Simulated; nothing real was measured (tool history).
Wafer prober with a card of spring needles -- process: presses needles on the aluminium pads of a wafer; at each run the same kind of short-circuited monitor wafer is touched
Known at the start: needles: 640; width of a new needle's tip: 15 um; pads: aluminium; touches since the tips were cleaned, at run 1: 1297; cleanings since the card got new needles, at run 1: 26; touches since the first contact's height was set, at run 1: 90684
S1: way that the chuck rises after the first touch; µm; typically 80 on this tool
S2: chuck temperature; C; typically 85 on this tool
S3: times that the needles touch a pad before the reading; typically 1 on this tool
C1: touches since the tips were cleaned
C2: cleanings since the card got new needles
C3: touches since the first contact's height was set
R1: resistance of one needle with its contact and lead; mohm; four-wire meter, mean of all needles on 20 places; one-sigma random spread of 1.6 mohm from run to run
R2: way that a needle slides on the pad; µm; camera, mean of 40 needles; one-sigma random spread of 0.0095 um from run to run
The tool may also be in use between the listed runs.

run 1 day=0.000 | S1=80 S2=85 S3=1 | C1=1297 C2=26 C3=90684 | R1=153 R2=9.922
-- day=1.012 tips cleaned on abrasive film
-- day=2.175 tips cleaned on abrasive film
run 2 day=2.175 | S1=80 S2=86 S3=1 | C1=0 C2=28 C3=107178 | R1=154 R2=9.909
run 3 day=3.262 | S1=80 S2=86 S3=1 | C1=8268 C2=28 C3=115446 | R1=152 R2=9.909
-- day=3.388 tips cleaned on abrasive film
-- day=4.571 tips cleaned on abrasive film
run 4 day=4.583 | S1=80 S2=86 S3=1 | C1=105 C2=30 C3=125440 | R1=150 R2=9.925
-- day=5.896 tips cleaned on abrasive film
run 5 day=6.388 | S1=80 S2=86 S3=1 | C1=3746 C2=31 C3=139127 | R1=152 R2=9.936
-- day=7.092 tips cleaned on abrasive film
run 6 day=8.071 | S1=80 S2=86 S3=1 | C1=7456 C2=32 C3=151904 | R1=151 R2=9.951
-- day=8.367 tips cleaned on abrasive film
run 7 day=9.225 | S1=80 S2=86 S3=1 | C1=6530 C2=33 C3=160655 | R1=155 R2=9.961
-- day=9.517 tips cleaned on abrasive film
-- day=10.012 height of the first contact set anew
run 8 day=10.567 | S1=80 S2=86 S3=1 | C1=7894 C2=34 C3=4217 | R1=152 R2=9.944
-- day=10.838 tips cleaned on abrasive film
-- day=12.112 tips cleaned on abrasive film
run 9 day=12.488 | S1=80 S2=86 S3=1 | C1=2828 C2=36 C3=18746 | R1=152 R2=9.976
-- day=13.392 tips cleaned on abrasive film
run 10 day=13.792 | S1=83 S2=85 S3=1 | C1=3020 C2=37 C3=28636 | R1=152 R2=10.352
-- day=14.600 tips cleaned on abrasive film
run 11 day=15.075 | S1=83 S2=85 S3=2 | C1=3615 C2=38 C3=38387 | R1=152 R2=10.361
-- day=15.938 tips cleaned on abrasive film
run 12 day=16.571 | S1=80 S2=30 S3=1 | C1=4833 C2=39 C3=49731 | R1=144 R2=9.995
-- day=17.146 tips cleaned on abrasive film
run 13 day=17.529 | S1=80 S2=71 S3=1 | C1=2915 C2=40 C3=56987 | R1=152 R2=9.981
-- day=18.367 tips cleaned on abrasive film
run 14 day=18.446 | S1=80 S2=71 S3=1 | C1=620 C2=41 C3=63939 | R1=151 R2=10.006
-- day=19.521 tips cleaned on abrasive film
run 15 day=19.796 | S1=80 S2=71 S3=1 | C1=2095 C2=42 C3=74178 | R1=149 R2=10.002
-- day=20.796 tips cleaned on abrasive film
run 16 day=21.317 | S1=80 S2=71 S3=1 | C1=3957 C2=43 C3=85704 | R1=151 R2=10.008
-- day=21.967 tips cleaned on abrasive film
run 17 day=22.996 | S1=80 S2=71 S3=2 | C1=7837 C2=44 C3=98452 | R1=151 R2=10.030
-- day=23.200 tips cleaned on abrasive film
-- day=24.462 tips cleaned on abrasive film
run 18 day=24.838 | S1=80 S2=33 S3=1 | C1=2848 C2=46 C3=112398 | R1=143 R2=10.043
-- day=25.754 tips cleaned on abrasive film
-- day=26.800 gauge calibrated
run 19 day=26.800 | S1=97 S2=38 S3=1 | C1=7955 C2=47 C3=127315 | R1=142 R2=12.011
-- day=27.012 tips cleaned on abrasive film
run 20 day=28.012 | S1=92 S2=85 S3=1 | C1=7592 C2=48 C3=136491 | R1=150 R2=11.390
-- day=28.171 tips cleaned on abrasive film
run 21 day=29.008 | S1=94 S2=115 S3=2 | C1=6372 C2=49 C3=144052 | R1=154 R2=11.633
-- day=29.483 tips cleaned on abrasive film
run 22 day=30.421 | S1=78 S2=107 S3=1 | C1=7126 C2=50 C3=154758 | R1=156 R2=9.671
-- day=30.671 tips cleaned on abrasive film
-- day=31.938 tips cleaned on abrasive film
-- day=31.950 height of the first contact set anew
run 23 day=32.008 | S1=80 S2=28 S3=3 | C1=459 C2=52 C3=459 | R1=142 R2=9.920
-- day=33.133 tips cleaned on abrasive film
run 24 day=33.733 | S1=78 S2=48 S3=2 | C1=4575 C2=53 C3=13557 | R1=146 R2=9.694
-- day=34.304 tips cleaned on abrasive film
run 25 day=35.262 | S1=73 S2=29 S3=3 | C1=7264 C2=54 C3=25137 | R1=142 R2=9.066
-- day=35.638 tips cleaned on abrasive film
run 26 day=36.450 | S1=73 S2=29 S3=3 | C1=6196 C2=55 C3=34153 | R1=140 R2=9.088
-- day=36.846 tips cleaned on abrasive film
run 27 day=37.567 | S1=73 S2=29 S3=3 | C1=5473 C2=56 C3=42622 | R1=143 R2=9.097
-- day=38.050 tips cleaned on abrasive film
run 28 day=38.892 | S1=73 S2=29 S3=3 | C1=6410 C2=57 C3=52680 | R1=143 R2=9.103
-- day=39.279 tips cleaned on abrasive film
run 29 day=40.288 | S1=73 S2=29 S3=3 | C1=7667 C2=58 C3=63246 | R1=144 R2=9.105
-- day=40.492 tips cleaned on abrasive film
-- day=41.775 tips cleaned on abrasive film
run 30 day=42.038 | S1=76 S2=28 S3=2 | C1=2016 C2=60 C3=76516 | R1=144 R2=9.471
-- day=42.958 tips cleaned on abrasive film
-- day=44.133 tips cleaned on abrasive film
run 31 day=44.133 | S1=80 S2=65 S3=2 | C1=0 C2=62 C3=92399 | R1=148 R2=10.002
-- day=45.362 tips cleaned on abrasive film
run 32 day=45.362 | S1=99 S2=65 S3=2 | C1=0 C2=63 C3=101721 | R1=145 R2=12.383

Below, some changes in R2 between adjacent runs. For each, the amount present without the hidden state too (settings, incoming material, random variation) and the amount remaining for the hidden state with gauge scatter not shared by both compared results:
Unlogged tool condition in this case: debris on the tips, nm; way that the needles fall short of the set height, um; tips' diameter, um; drift of the gauge itself on contact_mohm, %; drift of the gauge itself on scrub_um, %.
Run 18 -> 19: S1 80 -> 97, S2 33 -> 38, tips cleaned on abrasive film, gauge calibrated. R2 +1.968 µm: hidden state -0.135, all else +2.103.
Run 21 -> 22: S1 94 -> 78, S2 115 -> 107, S3 2 -> 1, tips cleaned on abrasive film. R2 -1.962 µm: hidden state +0.005, all else -1.967.
Run 30 -> 31: S1 76 -> 80, S2 28 -> 65, tips cleaned on abrasive film, tips cleaned on abrasive film. R2 +0.531 µm: hidden state +0.016, all else +0.515.
Run 31 -> 32: S1 80 -> 99, tips cleaned on abrasive film. R2 +2.381 µm: hidden state +0.030, all else +2.351.
